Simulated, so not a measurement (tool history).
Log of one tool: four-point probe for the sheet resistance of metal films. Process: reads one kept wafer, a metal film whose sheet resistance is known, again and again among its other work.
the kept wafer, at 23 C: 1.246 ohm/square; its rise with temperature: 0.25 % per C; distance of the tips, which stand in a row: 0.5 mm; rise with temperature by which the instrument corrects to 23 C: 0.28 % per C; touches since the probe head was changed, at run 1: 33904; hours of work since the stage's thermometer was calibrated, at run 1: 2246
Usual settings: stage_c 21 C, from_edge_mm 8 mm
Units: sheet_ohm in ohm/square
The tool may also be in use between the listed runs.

run    hour  stage_c  from_edge_mm  touches since the probe head was changed  hours of work since the stage's thermometer was calibrated  sheet_ohm
  1       0       21             8                                     33904                                                        2246   1.242716
  2    44.4       21             5                                     34858                                                        2270   1.246532
  3   130.1       21             8                                     36698                                                        2318   1.242243
  4   201.4       21             8                                     38229                                                        2357   1.241888
  5   274.5       21             8                                     39798                                                        2398   1.241639
  6   348.6       29             8                                     41389                                                        2439   1.240328
  7     437       21             8                                     43288                                                        2487   1.242111
      463.5  -- stage's thermometer calibrated
  8   479.1       21             5                                     44181                                                           9   1.245479
  9   549.5       21             5                                     45693                                                          48   1.245057
 10   626.8       27             5                                     47353                                                          90   1.243907
 11   690.6       27             5                                     48722                                                         126   1.243573
 12   747.7       27             5                                     49949                                                         157   1.243977
 13   845.7       27             5                                     52053                                                         211   1.243421
      905.9  -- stage's thermometer calibrated, once more
 14   929.7       27             5                                     53845                                                          13   1.244956
 15   982.6       21             8                                     54981                                                          42   1.242422
 16  1065.6       21             8                                     56764                                                          88   1.242294
 17  1120.6       21             8                                     57944                                                         119   1.241844
 18  1165.5       23             8                                     58909                                                         144   1.241549
 19  1206.5       23             8                                     59788                                                         166   1.241601
 20  1302.1       21             9                                     61843                                                         219   1.241424
 21  1376.1       21             9                                     63430                                                         260   1.241416
 22  1459.3       21             8                                     65217                                                         306   1.241416
 23  1523.7       21             8                                     66601                                                         342   1.241339
 24  1603.7       31            14                                     68317                                                         386    1.23757
 25  1662.9       28            38                                     69589                                                         419   1.237485
 26  1734.2       28             5                                     71121                                                         458   1.242963
 27  1795.9       21            34                                     72444                                                         492   1.238582
 28    1881       21            17                                     74273                                                         539   1.238863
 29  1926.2       21            17                                     75243                                                         564   1.238783
 30  1971.3       27            13                                     76210                                                         589   1.237478
 31  2040.5       33             3                                     77697                                                         627   1.252854
 32  2096.8       35             8                                     78905                                                         658   1.236447
 33  2151.9       28            10                                     80088                                                         689   1.237116
 34  2191.7       28            10                                     80943                                                         711   1.238045
 35  2265.6       28            10                                     82531                                                         752   1.237119
 36    2310       34             3                                     83484                                                         776   1.252418
 37  2373.1       34             7                                     84839                                                         811   1.237097
 38  2426.8       34             7                                     85990                                                         841    1.23716
 39  2490.2       27            41                                     87353                                                         876   1.235647
 40  2551.8       27            41                                     88675                                                         910   1.236004
 41  2619.2       19             7                                     90123                                                         947   1.240798
 42  2667.9       33             4                                     91169                                                         974   1.243505
 43  2754.1       25            19                                     93019                                                        1022   1.235897
 44  2828.8       32            20                                     94624                                                        1063   1.234226
 45  2896.2       22             4                                     96070                                                        1101   1.246538

Hidden state at the last listed run before each entry between runs and at the first one after, where it differs:
Between runs 7 and 8: stage's thermometer calibrated (hour 463.5)
  inner tips' distance over the nominal, %: -0.45 -> -0.455; wafer's true temperature over the reading, C: -0.39 -> -0.46
  measured less the result without the state, sheet_ohm: -0.007335 -> -0.007643 ohm/square
Between runs 13 and 14: stage's thermometer calibrated, once more (hour 905.9)
  inner tips' distance over the nominal, %: -0.495 -> -0.504; wafer's true temperature over the reading, C: -0.5 -> 0.03
  measured less the result without the state, sheet_ohm: -0.008262 -> -0.006717 ohm/square
